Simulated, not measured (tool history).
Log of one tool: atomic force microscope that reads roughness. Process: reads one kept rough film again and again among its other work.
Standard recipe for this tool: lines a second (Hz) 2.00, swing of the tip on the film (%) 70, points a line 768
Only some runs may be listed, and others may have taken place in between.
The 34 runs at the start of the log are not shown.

| run | hour | lines a second (Hz) | swing of the tip on the film (%) | points a line | roughness of the kept film (nm (root mean square)) |
|---|---|---|---|---|---|
| 35 | 2027.2 | 0.99 | 70 | 409 | 0.530 |
|  | 2045.7 | new tip fitted |
| 36 | 2110.5 | 1.97 | 61 | 686 | 0.536 |
|  | 2126.6 | new tip fitted |
| 37 | 2150.8 | 1.24 | 79 | 526 | 0.551 |
| 38 | 2200.3 | 1.24 | 79 | 848 | 0.515 |
|  | 2210.9 | new tip fitted |
| 39 | 2252.3 | 1.78 | 66 | 883 | 0.555 |
|  | 2295.4 | new tip fitted |
| 40 | 2326.3 | 1.44 | 78 | 486 | 0.544 |
|  | 2378.0 | new tip fitted |
|  | 2393.6 | height scale calibrated on a step standard, once more |
| 41 | 2397.7 | 1.44 | 78 | 486 | 0.544 |
|  | 2462.7 | new tip fitted |
| 42 | 2467.5 | 1.44 | 78 | 486 | 0.548 |
| 43 | 2504.3 | 1.44 | 78 | 486 | 0.510 |
|  | 2547.6 | new tip fitted |
| 44 | 2561.2 | 3.70 | 70 | 768 | 0.518 |
| 45 | 2598.4 | 3.70 | 70 | 768 | 0.480 |
|  | 2632.1 | new tip fitted |
| 46 | 2655.8 | 0.76 | 70 | 383 | 0.550 |
|  | 2715.6 | new tip fitted |
| 47 | 2718.9 | 1.27 | 61 | 528 | 0.593 |
| 48 | 2778.3 | 1.00 | 63 | 768 | 0.528 |
|  | 2801.9 | new tip fitted |
| 49 | 2827.0 | 1.00 | 63 | 768 | 0.580 |

4 ways to go on from here, each from the tool as it stands after run 49. What would each give?
|  | 2883.5 | new tip fitted |
| A | 2897.9 | 2.00 | 62 | 768 | ? |
|  | 2883.5 | new tip fitted |
| B | 2897.9 | 1.00 | 63 | 576 | ? |
|  | 2883.5 | new tip fitted |
| C | 2897.9 | 1.00 | 63 | 476 | ? |
|  | 2883.5 | new tip fitted |
| D | 2897.9 | 0.96 | 63 | 768 | ? |

| run | roughness of the kept film (nm (root mean square)) |
|---|---|
| A | 0.567 |
| B | 0.579 |
| C | 0.571 |
| D | 0.597 |
The same runs, with their run-to-run variation unchanged, on a tool lacking any hidden condition would have given:
| run | roughness of the kept film (nm (root mean square)) |
|---|---|
| A | 0.584 |
| B | 0.596 |
| C | 0.588 |
| D | 0.614 |
